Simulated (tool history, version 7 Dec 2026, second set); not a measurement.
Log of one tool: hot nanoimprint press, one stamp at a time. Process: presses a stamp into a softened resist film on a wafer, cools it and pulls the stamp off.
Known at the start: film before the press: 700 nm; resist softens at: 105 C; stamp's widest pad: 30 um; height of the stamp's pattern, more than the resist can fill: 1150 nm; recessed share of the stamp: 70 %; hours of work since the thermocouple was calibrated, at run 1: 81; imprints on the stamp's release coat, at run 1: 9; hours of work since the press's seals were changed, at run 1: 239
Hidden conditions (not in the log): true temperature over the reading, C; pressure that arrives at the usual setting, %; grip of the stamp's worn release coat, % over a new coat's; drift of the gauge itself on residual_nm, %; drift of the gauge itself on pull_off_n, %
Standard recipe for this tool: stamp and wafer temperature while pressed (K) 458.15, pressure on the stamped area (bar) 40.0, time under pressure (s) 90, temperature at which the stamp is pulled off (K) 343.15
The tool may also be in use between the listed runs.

run,hour,stamp and wafer temperature while pressed (K),pressure on the stamped area (bar),time under pressure (s),temperature at which the stamp is pulled off (K),hours of work since the thermocouple was calibrated,imprints on the stamp's release coat,hours of work since the press's seals were changed,resist left under the stamp's widest pad (nm),greatest force while the stamp is pulled off (N)
1,0.0,458.15,40.0,90,343.15,81,9,239,290.8,195
2,7.8,458.15,40.0,90,343.15,86,25,244,290.4,198
3,13.1,458.15,40.0,90,343.15,90,36,247,291.2,195
4,21.6,458.15,40.0,90,343.15,95,54,252,291.3,191
5,30.4,458.15,40.0,90,343.15,101,73,258,290.5,194
6,41.3,458.15,40.0,90,343.15,108,96,265,290.3,197
7,47.7,458.15,42.4,90,343.15,112,109,269,282.6,198
8,54.5,453.15,50.6,90,335.15,116,124,273,313.6,218
9,62.5,453.15,39.8,90,331.15,121,140,279,345.9,229
10,69.2,458.15,40.0,90,345.15,126,155,283,290.0,195
11,78.4,456.15,25.4,67,341.15,131,174,289,415.3,203
12,85.7,462.15,52.0,51,345.15,136,189,293,280.0,193
13,93.8,458.15,58.5,48,342.15,141,207,299,313.4,202
14,103.9,458.15,30.5,97,342.15,148,228,305,317.3,205

Below are 5 alternative next runs, each starting from the tool's condition after run 14. Predict each:
A,114.6,454.15,27.1,97,348.15,155,250,312,?,?
B,114.6,448.15,30.5,101,342.15,155,250,312,?,?
C,114.6,458.15,30.5,157,342.15,155,250,312,?,?
D,114.6,462.15,30.5,84,342.15,155,250,312,?,?
E,114.6,458.15,30.5,97,347.15,155,250,312,?,?

run,resist left under the stamp's widest pad (nm),greatest force while the stamp is pulled off (N)
A,379.6,192
B,432.9,202
C,262.0,208
D,292.8,203
E,317.0,192
Had the tool no hidden state, the same runs would have come out as:
run,resist left under the stamp's widest pad (nm),greatest force while the stamp is pulled off (N)
A,382.4,187
B,435.8,196
C,264.1,202
D,294.8,198
E,319.3,186

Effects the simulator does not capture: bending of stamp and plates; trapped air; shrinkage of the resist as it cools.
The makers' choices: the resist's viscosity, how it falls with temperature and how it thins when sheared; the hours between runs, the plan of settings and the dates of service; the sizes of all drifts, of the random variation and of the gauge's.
